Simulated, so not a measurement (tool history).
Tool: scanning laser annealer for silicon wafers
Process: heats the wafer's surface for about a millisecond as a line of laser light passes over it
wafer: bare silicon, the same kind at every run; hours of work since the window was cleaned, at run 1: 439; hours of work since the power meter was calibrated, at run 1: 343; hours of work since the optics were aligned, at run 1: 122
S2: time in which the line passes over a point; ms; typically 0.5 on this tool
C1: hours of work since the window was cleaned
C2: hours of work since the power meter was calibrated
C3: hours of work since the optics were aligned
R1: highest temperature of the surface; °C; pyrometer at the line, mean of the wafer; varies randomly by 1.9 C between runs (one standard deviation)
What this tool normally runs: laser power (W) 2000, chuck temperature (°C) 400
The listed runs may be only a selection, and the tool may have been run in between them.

run 1 day=0 | laser_power_(W)=2000 S2=0.5 chuck_temperature_(°C)=400 | C1=439 C2=343 C3=122 | R1=1157
run 2 day=0.467 | laser_power_(W)=2000 S2=0.499 chuck_temperature_(°C)=400 | C1=447 C2=351 C3=129 | R1=1159
run 3 day=1 | laser_power_(W)=2000 S2=0.499 chuck_temperature_(°C)=400 | C1=456 C2=360 C3=139 | R1=1161
run 4 day=1.592 | laser_power_(W)=2000 S2=0.503 chuck_temperature_(°C)=400 | C1=466 C2=370 C3=149 | R1=1164
run 5 day=2.246 | laser_power_(W)=2000 S2=0.355 chuck_temperature_(°C)=400 | C1=477 C2=381 C3=160 | R1=1026
run 6 day=2.546 | laser_power_(W)=2000 S2=0.5 chuck_temperature_(°C)=400 | C1=482 C2=386 C3=165 | R1=1156
run 7 day=3.096 | laser_power_(W)=2000 S2=0.5 chuck_temperature_(°C)=400 | C1=492 C2=395 C3=174 | R1=1159
run 8 day=3.767 | laser_power_(W)=2000 S2=0.5 chuck_temperature_(°C)=400 | C1=503 C2=407 C3=186 | R1=1153
run 9 day=4.404 | laser_power_(W)=2000 S2=0.5 chuck_temperature_(°C)=400 | C1=514 C2=418 C3=197 | R1=1152
run 10 day=4.825 | laser_power_(W)=2000 S2=0.5 chuck_temperature_(°C)=400 | C1=521 C2=425 C3=204 | R1=1153
run 11 day=5.1 | laser_power_(W)=2000 S2=0.5 chuck_temperature_(°C)=400 | C1=526 C2=430 C3=208 | R1=1153
run 12 day=5.579 | laser_power_(W)=2000 S2=0.5 chuck_temperature_(°C)=410 | C1=534 C2=438 C3=217 | R1=1162
run 13 day=5.883 | laser_power_(W)=2000 S2=0.5 chuck_temperature_(°C)=400 | C1=539 C2=443 C3=222 | R1=1153
run 14 day=6.408 | laser_power_(W)=2000 S2=0.5 chuck_temperature_(°C)=388 | C1=548 C2=452 C3=231 | R1=1139
run 15 day=7.012 | laser_power_(W)=2000 S2=0.5 chuck_temperature_(°C)=388 | C1=558 C2=462 C3=241 | R1=1140
run 16 day=7.479 | laser_power_(W)=2000 S2=0.475 chuck_temperature_(°C)=387 | C1=566 C2=470 C3=249 | R1=1115
run 17 day=8.079 | laser_power_(W)=2000 S2=0.475 chuck_temperature_(°C)=387 | C1=577 C2=480 C3=259 | R1=1114
run 18 day=8.55 | laser_power_(W)=1779 S2=0.5 chuck_temperature_(°C)=400 | C1=585 C2=488 C3=267 | R1=1042
run 19 day=8.829 | laser_power_(W)=1822 S2=0.568 chuck_temperature_(°C)=407 | C1=589 C2=493 C3=272 | R1=1121
run 20 day=9.254 | laser_power_(W)=1830 S2=0.5 chuck_temperature_(°C)=400 | C1=597 C2=500 C3=279 | R1=1067
run 21 day=9.708 | laser_power_(W)=1758 S2=0.367 chuck_temperature_(°C)=438 | C1=604 C2=508 C3=287 | R1=967
run 22 day=10.133 | laser_power_(W)=1743 S2=0.616 chuck_temperature_(°C)=367 | C1=612 C2=515 C3=294 | R1=1071
run 23 day=10.771 | laser_power_(W)=1743 S2=0.616 chuck_temperature_(°C)=367 | C1=622 C2=526 C3=305 | R1=1064
run 24 day=11.408 | laser_power_(W)=1938 S2=0.616 chuck_temperature_(°C)=432 | C1=633 C2=537 C3=316 | R1=1234
run 25 day=11.904 | laser_power_(W)=2139 S2=0.616 chuck_temperature_(°C)=432 | C1=642 C2=545 C3=324 | R1=1344
run 26 day=12.562 | laser_power_(W)=1759 S2=0.378 chuck_temperature_(°C)=397 | C1=653 C2=557 C3=336 | R1=933
run 27 day=13.096 | laser_power_(W)=1759 S2=0.378 chuck_temperature_(°C)=397 | C1=662 C2=566 C3=345 | R1=932
run 28 day=13.408 | laser_power_(W)=2000 S2=0.445 chuck_temperature_(°C)=394 | C1=667 C2=571 C3=350 | R1=1086

Some steps in R1, run to run, broken into two amounts with sign: the step expected even without the hidden condition (settings, incoming material, random variation), and the rest, left for the hidden condition together with whatever gauge scatter is not in both the measured and the hidden-condition-free result:
What the log doesn't record here: light that passes the window, % of a clean one's; laser's true power over the reading, %; width of the line over the set one, %; drift of the gauge itself on peak_c, C.
Run 21 -> 22: laser power (W) 1758 -> 1743, S2 0.367 -> 0.616, chuck temperature (°C) 438 -> 367. R1 +104 °C: hidden state -13, all else +117.
Run 23 -> 24: laser power (W) 1743 -> 1938, chuck temperature (°C) 367 -> 432. R1 +170 °C: hidden state -9, all else +179.
Run 25 -> 26: laser power (W) 2139 -> 1759, S2 0.616 -> 0.378, chuck temperature (°C) 432 -> 397. R1 -411 °C: hidden state +27, all else -438.

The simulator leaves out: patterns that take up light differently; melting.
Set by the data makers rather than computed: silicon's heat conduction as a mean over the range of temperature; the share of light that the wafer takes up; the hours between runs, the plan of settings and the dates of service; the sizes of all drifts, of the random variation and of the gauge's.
